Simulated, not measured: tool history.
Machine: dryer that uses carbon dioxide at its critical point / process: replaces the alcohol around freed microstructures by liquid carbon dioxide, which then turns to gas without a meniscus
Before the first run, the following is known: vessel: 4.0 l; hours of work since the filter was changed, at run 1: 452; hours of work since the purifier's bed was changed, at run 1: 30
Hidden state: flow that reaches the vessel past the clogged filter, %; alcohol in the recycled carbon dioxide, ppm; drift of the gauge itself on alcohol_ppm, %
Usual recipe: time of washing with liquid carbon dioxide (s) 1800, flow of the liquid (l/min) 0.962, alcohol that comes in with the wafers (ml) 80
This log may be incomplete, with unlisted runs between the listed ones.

run	hour	time of washing with liquid carbon dioxide (s)	flow of the liquid (l/min)	alcohol that comes in with the wafers (ml)	hours of work since the filter was changed	hours of work since the purifier's bed was changed	alcohol left in the vessel before it's heated (ppm by volume)
1	0.0	1800	0.962	80	452	30	232
2	17.2	1800	0.962	80	461	39	239
3	48.3	1800	0.962	80	476	55	255
4	84.2	1800	0.962	30	494	72	114
5	115.3	1800	0.962	30	510	88	127
6	150.1	2580	0.962	80	527	105	74
7	188.6	1800	0.962	74	546	125	276
8	222.3	1800	0.962	74	563	142	287
9	241.5	1800	0.962	74	573	151	290
# hour 249.3: inlet filter changed
10	261.2	1800	0.962	74	6	161	176
11	297.5	1800	0.962	80	24	179	187
12	314.0	1800	1.552	80	32	187	74
13	336.0	1800	0.962	80	43	198	198
14	356.5	1920	0.622	98	54	208	812
15	382.7	1920	0.622	98	67	221	825
16	408.8	1800	0.962	43	80	234	146
17	425.7	1800	0.962	43	88	243	157
18	450.3	1860	0.962	24	101	255	115
19	469.3	2580	0.839	114	110	265	144
20	497.0	2580	0.839	114	124	279	155
21	522.9	1440	0.730	34	137	292	532
22	562.0	1440	1.015	87	157	311	462
23	588.5	1440	0.617	73	170	324	1576
24	610.9	1380	0.589	26	181	336	768
25	649.9	1800	1.174	80	200	355	175

Same runs, no hidden state in the tool, same run-to-run variation:
run	alcohol left in the vessel before it's heated (ppm by volume)
1	123
2	124
3	129
4	49
5	55
6	17
7	123
8	123
9	119
10	123
11	125
12	14
13	126
14	701
15	702
16	64
17	72
18	32
19	52
20	55
21	391
22	304
23	1304
24	589
25	49

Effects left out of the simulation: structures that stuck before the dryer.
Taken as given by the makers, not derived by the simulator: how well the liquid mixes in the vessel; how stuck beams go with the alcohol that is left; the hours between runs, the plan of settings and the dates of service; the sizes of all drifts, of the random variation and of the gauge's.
